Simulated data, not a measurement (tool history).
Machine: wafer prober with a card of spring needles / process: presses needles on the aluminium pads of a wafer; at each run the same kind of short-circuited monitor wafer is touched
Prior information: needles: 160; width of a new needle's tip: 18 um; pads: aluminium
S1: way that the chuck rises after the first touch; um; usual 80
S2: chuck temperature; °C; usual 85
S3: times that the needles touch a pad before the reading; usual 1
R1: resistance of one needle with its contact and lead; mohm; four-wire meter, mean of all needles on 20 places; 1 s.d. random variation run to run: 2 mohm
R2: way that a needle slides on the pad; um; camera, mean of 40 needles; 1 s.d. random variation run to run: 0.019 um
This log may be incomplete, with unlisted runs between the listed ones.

run	hour	S1	S2	S3	R1	R2
1	0	80	85	1	220	17.89
2	5.4	62	85	1	226	13.86
# hour 6: tips cleaned on abrasive film
3	9.8	80	85	1	219	17.86
4	18.8	80	85	1	222	17.86
5	28.5	80	85	1	214	17.83
# hour 35.3: tips cleaned on abrasive film
6	35.3	75	85	1	219	16.73
7	44	75	85	1	221	16.68
8	49.1	75	85	1	219	16.73
9	57.3	75	85	1	221	16.71
# hour 64.6: tips cleaned on abrasive film
10	65.9	75	85	1	219	16.7
11	73.4	80	85	1	221	17.77
12	79.7	80	85	1	215	17.78
13	85.1	80	85	1	221	17.81
# hour 94.2: tips cleaned on abrasive film
14	94.4	80	85	1	220	17.73
15	104.3	80	85	1	215	17.74
16	114	80	85	1	218	17.71
17	121.7	80	85	1	219	17.77
# hour 123.6: tips cleaned on abrasive film
18	127.5	64	26	1	206	14.2
19	135.9	82	39	1	208	18.14
20	141.8	75	61	1	213	16.6
21	146.8	80	37	2	211	17.7
# hour 153: tips cleaned on abrasive film
22	156.7	95	43	2	204	20.99
23	164.9	80	32	3	203	17.7
24	173.3	80	32	3	207	17.64
25	178.2	67	85	1	224	14.77
# hour 182.4: tips cleaned on abrasive film
26	183.9	93	119	3	226	20.48
27	191.8	80	29	1	204	17.6
28	200.1	73	29	2	207	16.08
29	207.9	70	77	2	221	15.41
# hour 211.7: tips cleaned on abrasive film
30	212.1	70	77	2	219	15.41
31	217.9	61	96	2	227	13.42
32	224.8	61	96	2	225	13.41
33	229.8	61	96	2	228	13.4
34	238.9	80	30	1	205	17.57

Alternative continuations, all from the tool just after run 34; predict every row:
# hour 241.1: tips cleaned on abrasive film
A	244.7	87	42	2	?	?
# hour 241.1: tips cleaned on abrasive film
B	244.7	81	30	2	?	?
# hour 241.1: tips cleaned on abrasive film
C	244.7	82	56	1	?	?

run	R1	R2
A	203	19.1
B	204	17.75
C	213	18.01
The same runs, with their run-to-run variation unchanged, on a tool lacking any hidden condition would have given:
run	R1	R2
A	202	19.45
B	204	18.08
C	213	18.35
